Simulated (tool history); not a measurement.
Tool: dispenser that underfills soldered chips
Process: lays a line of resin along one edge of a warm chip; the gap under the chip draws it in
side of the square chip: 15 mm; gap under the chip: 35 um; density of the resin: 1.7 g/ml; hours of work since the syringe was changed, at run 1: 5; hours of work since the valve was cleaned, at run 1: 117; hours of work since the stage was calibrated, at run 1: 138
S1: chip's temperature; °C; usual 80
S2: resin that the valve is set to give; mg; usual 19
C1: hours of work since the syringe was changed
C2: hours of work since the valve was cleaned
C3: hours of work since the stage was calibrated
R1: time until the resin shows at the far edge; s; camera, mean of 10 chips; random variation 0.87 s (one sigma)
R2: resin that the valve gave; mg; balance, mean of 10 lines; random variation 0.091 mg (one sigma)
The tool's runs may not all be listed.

run    day  S1    S2  C1   C2   C3     R1     R2
  1      0  80    19   5  117  138  115.1  17.07
  2  0.212  75    19   9  120  141  169.2  17.09
     0.296  -- new syringe of resin
  3  0.508  75    19   3  124  145  124.9  16.96
  4  0.729  75  19.7   6  127  148  151.1  17.64
     0.938  -- new syringe of resin
  5    1.1  80    19   2  132  153   95.8  16.93
  6  1.317  80  19.6   6  136  157  112.6  17.38
     1.458  -- dispensing valve cleaned and set on the balance
     1.625  -- new syringe of resin
  7  1.679  80  19.6   1    3  161   83.5  19.65
  8    1.9  80  19.6   4    6  164     99  19.46
  9  2.146  80  19.6   8   10  168  126.5  19.33
     2.271  -- new syringe of resin
 10  2.392  80  19.6   2   13  171   89.3  19.36
 11  2.654  80  19.6   6   17  175  111.5  19.41
     2.933  -- new syringe of resin
 12  3.017  80  19.6   1   22  180     86  19.06
 13  3.379  80  19.6   7   28  186  116.2  19.13
     3.579  -- new syringe of resin
 14  3.592  77  19.6   0   31  189   92.8  18.91
 15  3.771  68  19.6   3   33  191  166.3     19
 16  3.929  76  19.6   5   36  194  131.6   18.9
     4.242  -- new syringe of resin
 17  4.267  79    19   0   40  198   87.3  18.28
 18  4.542  79    19   4   44  202  110.6   18.1
 19  4.858  79    19   9   49  207  148.4  18.19
     4.892  -- new syringe of resin
 20  5.104  81  19.2   3   52  210   91.1  18.27
 21  5.417  79    19   8   57  215  133.7  18.13
     5.554  -- new syringe of resin
 22  5.712  80  17.5   2   61  219   95.9  16.62
 23  6.021  80  17.5   7   66  224    124  16.42
     6.204  -- new syringe of resin
 24  6.283  80  17.5   1   69  227   88.9  16.49
 25   6.45  65  16.9   4   72  230  202.5   15.8
 26  6.733  65  16.9   8   76  234  255.6  15.75
     6.854  -- new syringe of resin
 27  7.096  85  23.4   4   81  239   78.1  21.53
 28  7.421  81  16.6   8   86  244  130.4  15.29
       7.5  -- new syringe of resin
 29  7.642  78  23.9   2   89  247   98.1  21.93
 30    7.9  77  21.1   6   93  251  126.6  19.21
     8.158  -- new syringe of resin
 31  8.204  77  21.1   1   97  255   92.5  19.28
 32  8.504  94    21   5  101  259   58.5  19.14
 33  8.717  88  18.1   8  105  263   95.4  16.49
     8.821  -- new syringe of resin
 34  9.021  88  18.1   3  109  267   71.5  16.21
 35  9.229  88  18.1   6  112  270     84  16.37

Forecast each of these 5 alternatives for the next run:
     9.475  -- new syringe of resin
  A  9.529  84  23.5   1  116  274   ?   ?
     9.475  -- new syringe of resin
  B  9.529  88    18   1  116  274   ?   ?
     9.475  -- new syringe of resin
  C  9.529  76  19.2   1  116  274   ?   ?
     9.475  -- new syringe of resin
  D  9.529  69  18.5   1  116  274   ?   ?
     9.475  -- new syringe of resin
  E  9.529  82  18.1   1  116  274   ?   ?

run     R1     R2
  A   69.2  21.18
  B   62.7  16.21
  C  103.1  17.36
  D  141.9  16.59
  E   79.4  16.19
Without the tool's hidden state the same runs would have given:
run     R1     R2
  A   68.1  23.59
  B   60.2  18.05
  C    100  19.34
  D  137.4  18.49
  E   76.4  18.05
